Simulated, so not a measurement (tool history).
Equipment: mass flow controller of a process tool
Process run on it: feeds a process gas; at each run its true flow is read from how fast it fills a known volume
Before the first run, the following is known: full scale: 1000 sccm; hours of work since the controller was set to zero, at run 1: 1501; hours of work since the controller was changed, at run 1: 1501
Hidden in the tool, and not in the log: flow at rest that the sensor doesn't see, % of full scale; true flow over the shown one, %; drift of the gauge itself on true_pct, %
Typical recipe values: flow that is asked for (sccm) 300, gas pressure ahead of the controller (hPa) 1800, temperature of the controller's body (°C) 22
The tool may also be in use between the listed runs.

run      day  flow that is asked for (sccm)  gas pressure ahead of the controller (hPa)  temperature of the controller's body (°C)  hours of work since the controller was set to zero  hours of work since the controller was changed  true flow (%)
  1    0.000                            300                                        1800                                         22                                                1501                                            1501          99.70
  2   13.646                            300                                        1800                                         22                                                1642                                            1642          99.91
  3   27.338                            300                                        2050                                         22                                                1783                                            1783         100.08
  4   40.600                            300                                        2140                                         22                                                1920                                            1920         100.23
  5   54.154                            300                                        1800                                         22                                                2060                                            2060         100.47
  6   64.238                            300                                        1800                                         22                                                2164                                            2164         100.63
  7   79.783                            300                                        1800                                         22                                                2325                                            2325         100.95
  8   92.079                            300                                        1800                                         27                                                2452                                            2452         101.38
  9  103.067                            300                                        1980                                         27                                                2565                                            2565         101.58
 10  115.162                            300                                        1980                                         27                                                2690                                            2690         101.73
 11  128.388                            300                                        1980                                         29                                                2826                                            2826         102.12
 12  146.583                            300                                        1980                                         29                                                3014                                            3014         102.44
 13  158.088                            300                                        1800                                         33                                                3133                                            3133         102.72
 14  176.150                            300                                        1800                                         29                                                3319                                            3319         102.78
 15  187.258                            300                                        1750                                         22                                                3434                                            3434         102.60
 16  203.708                            300                                        1750                                         22                                                3604                                            3604         102.65
 17  212.038                            300                                        1750                                         38                                                3690                                            3690         103.92
 18  220.304                            300                                        1750                                         38                                                3775                                            3775         104.12
 19  239.154                            300                                        1750                                         38                                                3969                                            3969         104.29
 20  257.288                            300                                        1530                                         22                                                4157                                            4157         103.66
 21  274.900                            300                                        2520                                         34                                                4338                                            4338         104.15
 22  291.012                            300                                        2030                                         35                                                4505                                            4505         104.76
 23  308.096                            300                                        2030                                         35                                                4681                                            4681         104.96
     309.358  -- controller's zero set anew
 24  316.200                            911                                        1900                                         26                                                  71                                            4764         104.45
 25  331.071                            911                                        1900                                         26                                                 224                                            4918         104.68
 26  341.233                            972                                        1710                                         35                                                 329                                            5023         105.36
 27  357.929                            972                                        1710                                         30                                                 501                                            5195         105.38
 28  374.154                            972                                        1710                                         30                                                 669                                            5362         105.36
 29  393.108                            972                                        2250                                         24                                                 864                                            5558         104.91
 30  410.654                            101                                        2740                                         22                                                1045                                            5739         123.01
     422.875  -- controller's zero set anew, once more
 31  425.562                            730                                        1860                                         29                                                  28                                            5893         102.35
 32  438.733                            300                                        2480                                         21                                                 164                                            6029         100.51
 33  452.008                            300                                        2480                                         21                                                 301                                            6166         100.67

Pick out some run-to-run changes in true flow (%). Of each, how much would a tool without hidden state show as well, from the settings, what came in and chance, and how much is left for the hidden state and any gauge scatter not in both results compared?
Run 23 -> 24: flow that is asked for (sccm) 300 -> 911, gas pressure ahead of the controller (hPa) 2030 -> 1900, temperature of the controller's body (°C) 35 -> 26, controller's zero set anew. true flow (%) -0.51: hidden state -2.02, all else +1.51.
Run 29 -> 30: flow that is asked for (sccm) 972 -> 101, gas pressure ahead of the controller (hPa) 2250 -> 2740, temperature of the controller's body (°C) 24 -> 22. true flow (%) +18.10: hidden state +21.25, all else -3.15.
Run 30 -> 31: flow that is asked for (sccm) 101 -> 730, gas pressure ahead of the controller (hPa) 2740 -> 1860, temperature of the controller's body (°C) 22 -> 29, controller's zero set anew, once more. true flow (%) -20.66: hidden state -23.44, all else +2.78.
Run 31 -> 32: flow that is asked for (sccm) 730 -> 300, gas pressure ahead of the controller (hPa) 1860 -> 2480, temperature of the controller's body (°C) 29 -> 21. true flow (%) -1.84: hidden state +0.26, all else -2.10.
